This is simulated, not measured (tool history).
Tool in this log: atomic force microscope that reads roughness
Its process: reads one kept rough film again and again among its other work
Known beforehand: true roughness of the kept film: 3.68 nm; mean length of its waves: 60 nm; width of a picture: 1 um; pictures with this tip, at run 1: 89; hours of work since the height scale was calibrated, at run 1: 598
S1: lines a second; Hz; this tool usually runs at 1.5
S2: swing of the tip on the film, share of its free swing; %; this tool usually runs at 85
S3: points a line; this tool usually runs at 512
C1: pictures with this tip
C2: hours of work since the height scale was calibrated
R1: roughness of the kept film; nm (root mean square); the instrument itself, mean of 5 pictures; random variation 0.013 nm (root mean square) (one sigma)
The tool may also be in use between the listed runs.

run   hour    S1  S2   S3   C1    C2     R1
  1      0   1.5  85  512   89   598  2.977
      12.9  -- new tip fitted
  2   23.3   1.5  85  512   16   615  2.958
  3   47.9   1.5  85  512   52   634  2.964
  4     77   1.5  85  361   94   655  2.948
      85.2  -- new tip fitted
  5   97.5   1.5  86  361   18   670  2.931
  6  128.6   1.5  86  361   64   693  2.924
  7  155.3   1.5  86  361  103   713  2.941
       160  -- new tip fitted
  8  181.9   1.5  86  361   32   733  2.939
  9  202.3   1.5  86  361   62   748  2.935
 10  222.2   1.5  85  512   92   763  2.957
     233.8  -- new tip fitted
 11    246   1.5  85  512   18   780  2.978
 12  264.4   1.5  76  512   45   794  3.147
 13  286.6   1.5  76  512   78   811  3.146
     307.7  -- new tip fitted
 14  308.3   1.5  85  379    1   827  2.977
 15  338.7   1.5  85  379   45   849  2.954
 16    353   1.5  85  379   67   860  2.953
 17  369.6   1.5  85  379   91   872  2.968
     382.2  -- new tip fitted
 18  385.8   1.5  85  379    5   884  2.968
 19  408.2   1.5  85  379   38   901  2.962
 20    438   3.8  61  294   82   923  3.147
 21  452.8  3.22  74  512  104   934  2.848
     456.2  -- new tip fitted
 22  479.2  3.22  74  512   34   954  2.867
 23  493.1  3.14  81  654   54   964  2.648
 24  512.9  0.57  57  654   83   979  3.525
       530  -- new tip fitted
 25  535.4  1.55  57  654    8   995  3.427
 26  552.7  1.55  57  654   33  1008  3.413
 27  575.6  3.87  85  418   67  1025  2.338
 28  594.5  0.86  85  512   94  1039  3.181
     602.7  -- new tip fitted
 29    612  1.57  71  407   14  1052   3.24
 30  629.7   1.5  59  512   40  1065  3.397
 31  658.9   1.5  59  512   83  1087  3.436
     675.5  -- new tip fitted
 32  682.3   1.5  59  512   10  1104  3.413
 33    702   1.5  59  512   39  1119  3.414

Across each entry between runs, compare the hidden state at the last listed run before it with the hidden state at the first listed run after it:
In the gap between runs 1 and 2: new tip fitted (hour 12.9)
  radius of the tip, nm: 7.6 -> 7.1
In the gap between runs 4 and 5: new tip fitted (hour 85.2)
  radius of the tip, nm: 7.7 -> 7.1; height scale over the true one, %: 0.04 -> 0.05
In the gap between runs 7 and 8: new tip fitted (hour 160)
  radius of the tip, nm: 7.7 -> 7.2
In the gap between runs 10 and 11: new tip fitted (hour 233.8)
  radius of the tip, nm: 7.6 -> 7.1
In the gap between runs 13 and 14: new tip fitted (hour 307.7)
  radius of the tip, nm: 7.5 -> 7; height scale over the true one, %: 0.05 -> 0.06
In the gap between runs 17 and 18: new tip fitted (hour 382.2)
  radius of the tip, nm: 7.6 -> 7.1
In the gap between runs 21 and 22: new tip fitted (hour 456.2)
  radius of the tip, nm: 7.7 -> 7.2
In the gap between runs 24 and 25: new tip fitted (hour 530)
  radius of the tip, nm: 7.6 -> 7.1; height scale over the true one, %: 0.06 -> 0.07
In the gap between runs 28 and 29: new tip fitted (hour 602.7)
  radius of the tip, nm: 7.7 -> 7.1
In the gap between runs 31 and 32: new tip fitted (hour 675.5)
  radius of the tip, nm: 7.6 -> 7.1

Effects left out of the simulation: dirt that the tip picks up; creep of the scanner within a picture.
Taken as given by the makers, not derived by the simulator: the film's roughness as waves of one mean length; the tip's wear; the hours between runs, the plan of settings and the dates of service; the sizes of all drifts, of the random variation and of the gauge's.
